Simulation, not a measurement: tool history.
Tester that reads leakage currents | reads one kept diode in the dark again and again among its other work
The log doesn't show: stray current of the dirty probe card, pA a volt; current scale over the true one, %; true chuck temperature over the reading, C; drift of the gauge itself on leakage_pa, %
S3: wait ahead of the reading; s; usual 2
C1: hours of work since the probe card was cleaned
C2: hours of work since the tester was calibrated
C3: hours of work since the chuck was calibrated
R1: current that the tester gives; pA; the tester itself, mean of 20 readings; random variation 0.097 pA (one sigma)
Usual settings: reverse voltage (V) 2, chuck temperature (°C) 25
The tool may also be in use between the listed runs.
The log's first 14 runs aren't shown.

Run 15, hour 1139.8: usual settings but chuck temperature (°C) 22; C1 674; C2 2761; C3 333. Result: R1 20.71 pA.
At hour 1195.4: chuck's temperature calibrated, once more.
Run 16, hour 1212.3: usual settings; C1 718; C2 2806; C3 11. Result: R1 28.45 pA.
Run 17, hour 1318.2: usual settings; C1 786; C2 2874; C3 78. Result: R1 28.61 pA.
Run 18, hour 1426.4: usual settings; C1 855; C2 2943; C3 147. Result: R1 28.66 pA.
Run 19, hour 1478.8: usual settings; C1 888; C2 2976; C3 181. Result: R1 28.66 pA.
Run 20, hour 1524.9: usual settings; C1 918; C2 3005; C3 210. Result: R1 28.8 pA.
Run 21, hour 1617.3: usual settings; C1 977; C2 3064; C3 269. Result: R1 28.93 pA.
Run 22, hour 1695.4: usual settings; C1 1027; C2 3114; C3 319. Result: R1 29.12 pA.
Run 23, hour 1772.5: usual settings but reverse voltage (V) 2.39, S3 1.96 s; C1 1076; C2 3163; C3 368. Result: R1 32 pA.
Run 24, hour 1867.1: usual settings but reverse voltage (V) 2.39, S3 1.96 s; C1 1136; C2 3224; C3 428. Result: R1 32.08 pA.
Run 25, hour 1949.7: usual settings but reverse voltage (V) 5.27, chuck temperature (°C) 45, S3 2.8 s; C1 1189; C2 3276; C3 481. Result: R1 212.11 pA.
Run 26, hour 2053.6: usual settings but reverse voltage (V) 5.27, chuck temperature (°C) 45, S3 2.8 s; C1 1255; C2 3343; C3 547. Result: R1 211.17 pA.
Run 27, hour 2115.4: usual settings but reverse voltage (V) 5.27, chuck temperature (°C) 21, S3 0.6 s; C1 1294; C2 3382; C3 587. Result: R1 39.29 pA.
Run 28, hour 2206.8: usual settings but reverse voltage (V) 1.52; C1 1353; C2 3440; C3 645. Result: R1 25.13 pA.
Run 29, hour 2299.5: usual settings but chuck temperature (°C) 34, S3 1.2 s; C1 1412; C2 3499; C3 704. Result: R1 57.53 pA.
Run 30, hour 2372: usual settings but reverse voltage (V) 1.54, chuck temperature (°C) 46, S3 0.44 s; C1 1458; C2 3546; C3 750. Result: R1 122.25 pA.
At hour 2456.2: probe card cleaned and baked.
Run 31, hour 2474.1: usual settings but reverse voltage (V) 2.39, chuck temperature (°C) 51, S3 0.56 s; C1 11; C2 3609; C3 813. Result: R1 213.07 pA.
Run 32, hour 2531.8: usual settings but S3 0.42 s; C1 48; C2 3646; C3 850. Result: R1 26.41 pA.
Run 33, hour 2624.9: usual settings but S3 2.89 s; C1 108; C2 3705; C3 910. Result: R1 25.85 pA.
Run 34, hour 2679.7: usual settings but chuck temperature (°C) 21, S3 9.57 s; C1 143; C2 3740; C3 945. Result: R1 18.39 pA.
Run 35, hour 2786.5: usual settings but reverse voltage (V) 1.54, chuck temperature (°C) 44, S3 0.54 s; C1 211; C2 3808; C3 1013. Result: R1 101.43 pA.
Run 36, hour 2859.9: usual settings but reverse voltage (V) 1.54, chuck temperature (°C) 42, S3 1.26 s; C1 257; C2 3855; C3 1060. Result: R1 87.06 pA.
Run 37, hour 2917.1: usual settings but chuck temperature (°C) 49, S3 4 s; C1 294; C2 3891; C3 1096. Result: R1 166.62 pA.
Run 38, hour 3021.6: usual settings but reverse voltage (V) 2.1, chuck temperature (°C) 49, S3 4 s; C1 361; C2 3958; C3 1163. Result: R1 170.17 pA.
Run 39, hour 3092.2: usual settings but reverse voltage (V) 2.1, chuck temperature (°C) 49, S3 4 s; C1 406; C2 4003; C3 1208. Result: R1 169.71 pA.

Forecast each of these 4 alternatives for the next run:
Run A, hour 3188.7: usual settings but chuck temperature (°C) 20; C1 467; C2 4064; C3 1269. Result: R1 ?.
Run B, hour 3188.7: usual settings but S3 5.22 s; C1 467; C2 4064; C3 1269. Result: R1 ?.
Run C, hour 3188.7: usual settings but reverse voltage (V) 8.31, chuck temperature (°C) 40, S3 3.59 s; C1 467; C2 4064; C3 1269. Result: R1 ?.
Run D, hour 3188.7: usual settings but reverse voltage (V) 2.37, chuck temperature (°C) 21, S3 7.54 s; C1 467; C2 4064; C3 1269. Result: R1 ?.

run      R1
  A   17.57
  B   26.25
  C  172.41
  D   20.68
Without the tool's hidden state the same runs would have given:
run      R1
  A   18.09
  B   27.59
  C  183.07
  D   21.28
